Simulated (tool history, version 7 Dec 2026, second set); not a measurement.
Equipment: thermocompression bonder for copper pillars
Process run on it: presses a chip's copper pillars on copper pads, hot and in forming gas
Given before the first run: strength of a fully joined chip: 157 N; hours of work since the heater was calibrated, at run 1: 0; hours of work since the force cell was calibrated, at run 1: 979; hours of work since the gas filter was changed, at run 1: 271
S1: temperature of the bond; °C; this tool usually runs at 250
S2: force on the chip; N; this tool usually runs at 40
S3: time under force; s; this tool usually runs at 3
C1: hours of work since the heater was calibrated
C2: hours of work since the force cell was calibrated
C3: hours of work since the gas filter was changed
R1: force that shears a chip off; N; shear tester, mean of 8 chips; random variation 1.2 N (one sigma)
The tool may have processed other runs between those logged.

Run 1, hour 0: usual settings; C1 0; C2 979; C3 271. Result: R1 110.9 N.
Run 2, hour 48.9: usual settings; C1 30; C2 1009; C3 301. Result: R1 110.1 N.
Run 3, hour 103.5: usual settings; C1 63; C2 1043; C3 335. Result: R1 108.5 N.
Run 4, hour 173.9: usual settings; C1 107; C2 1086; C3 378. Result: R1 106.4 N.
Run 5, hour 261.5: usual settings but S2 30 N; C1 160; C2 1139; C3 432. Result: R1 94.3 N.
At hour 271.3: forming gas filter changed.
Run 6, hour 308.5: usual settings but S2 30 N; C1 189; C2 1168; C3 23. Result: R1 103.1 N.
Run 7, hour 364.6: usual settings but S2 30 N; C1 223; C2 1202; C3 57. Result: R1 102.1 N.
Run 8, hour 466.2: usual settings but S2 30 N; C1 286; C2 1265; C3 120. Result: R1 100.8 N.
Run 9, hour 528.4: usual settings but S2 30 N; C1 324; C2 1303; C3 158. Result: R1 98.2 N.
At hour 568.7: force cell calibrated.
Run 10, hour 595.3: usual settings but S1 266 °C; C1 364; C2 16; C3 198. Result: R1 121.7 N.
Run 11, hour 658.6: usual settings but S1 266 °C; C1 403; C2 55; C3 237. Result: R1 121 N.
Run 12, hour 708.6: usual settings but S1 266 °C; C1 433; C2 86; C3 267. Result: R1 120 N.
Run 13, hour 799.4: usual settings but S1 266 °C; C1 489; C2 142; C3 323. Result: R1 118.4 N.
Run 14, hour 895.2: usual settings; C1 548; C2 200; C3 382. Result: R1 98.9 N.
Run 15, hour 956.6: usual settings; C1 585; C2 238; C3 419. Result: R1 97.2 N.
At hour 986.9: forming gas filter changed.
Run 16, hour 1026.2: usual settings but S1 240 °C; C1 628; C2 280; C3 24. Result: R1 92.7 N.
Run 17, hour 1076.9: usual settings but S1 240 °C; C1 659; C2 311; C3 55. Result: R1 92.3 N.
Run 18, hour 1156.6: usual settings; C1 708; C2 360; C3 104. Result: R1 105.8 N.
At hour 1164.3: heater calibrated with a thermocouple chip.
Run 19, hour 1214.1: usual settings; C1 31; C2 394; C3 138. Result: R1 101.1 N.
Run 20, hour 1283.7: usual settings but S2 25 N; C1 73; C2 437; C3 181. Result: R1 81.7 N.
Run 21, hour 1375.7: usual settings but S2 25 N; C1 130; C2 493; C3 237. Result: R1 79.8 N.
Run 22, hour 1452: usual settings but S3 5 s; C1 176; C2 540; C3 284. Result: R1 110.1 N.
At hour 1460.9: heater calibrated with a thermocouple chip, once more.
Run 23, hour 1526.8: usual settings but S1 265 °C; C1 40; C2 585; C3 329. Result: R1 124 N.
Run 24, hour 1572.2: usual settings but S1 265 °C; C1 68; C2 613; C3 357. Result: R1 120.6 N.
Run 25, hour 1652.7: usual settings but S1 265 °C; C1 118; C2 662; C3 406. Result: R1 119.7 N.
At hour 1699.4: forming gas filter changed.
Run 26, hour 1742.4: usual settings but S1 223 °C; C1 172; C2 717; C3 26. Result: R1 78 N.
Run 27, hour 1842.8: usual settings but S1 224 °C, S2 26 N; C1 234; C2 778; C3 88. Result: R1 61.8 N.
Run 28, hour 1910.7: usual settings but S1 224 °C, S2 26 N; C1 276; C2 820; C3 130. Result: R1 60 N.
Run 29, hour 1963.1: usual settings but S1 273 °C, S2 44 N, S3 5 s; C1 308; C2 852; C3 162. Result: R1 143.8 N.
Run 30, hour 2031.5: usual settings but S1 249 °C, S2 27 N, S3 9 s; C1 350; C2 894; C3 204. Result: R1 118.6 N.
Run 31, hour 2094.2: usual settings but S1 280 °C, S3 6 s; C1 388; C2 932; C3 242. Result: R1 141.2 N.
Run 32, hour 2158.7: usual settings but S1 280 °C, S3 6 s; C1 428; C2 972; C3 282. Result: R1 141.1 N.
Run 33, hour 2235.9: usual settings but S1 234 °C, S2 32 N, S3 2 s; C1 475; C2 1019; C3 329. Result: R1 64.5 N.
Run 34, hour 2295: usual settings but S1 269 °C, S2 27 N; C1 511; C2 1056; C3 365. Result: R1 106.3 N.
Run 35, hour 2375.4: usual settings but S1 269 °C, S2 27 N; C1 561; C2 1105; C3 415. Result: R1 103.1 N.
At hour 2406.6: forming gas filter changed.
Run 36, hour 2437.2: usual settings but S1 269 °C, S2 27 N; C1 598; C2 1142; C3 19. Result: R1 117.4 N.

Forecast each of these 5 alternatives for the next run:
Run A, hour 2487.8: usual settings but S1 272 °C, S2 46 N, S3 7 s; C1 629; C2 1174; C3 50. Result: R1 ?.
Run B, hour 2487.8: usual settings but S2 38 N, S3 2 s; C1 629; C2 1174; C3 50. Result: R1 ?.
Run C, hour 2487.8: usual settings but S1 251 °C, S2 32 N; C1 629; C2 1174; C3 50. Result: R1 ?.
Run D, hour 2487.8: usual settings but S1 241 °C, S2 34 N, S3 6 s; C1 629; C2 1174; C3 50. Result: R1 ?.
Run E, hour 2487.8: usual settings but S1 246 °C, S2 46 N, S3 4 s; C1 629; C2 1174; C3 50. Result: R1 ?.

run     R1
  A  148.3
  B     96
  C   99.5
  D  107.7
  E  116.9
With the hidden condition removed and each run's random variation left untouched, the same runs would have given:
run     R1
  A  151.3
  B  101.6
  C    105
  D  113.6
  E  122.5
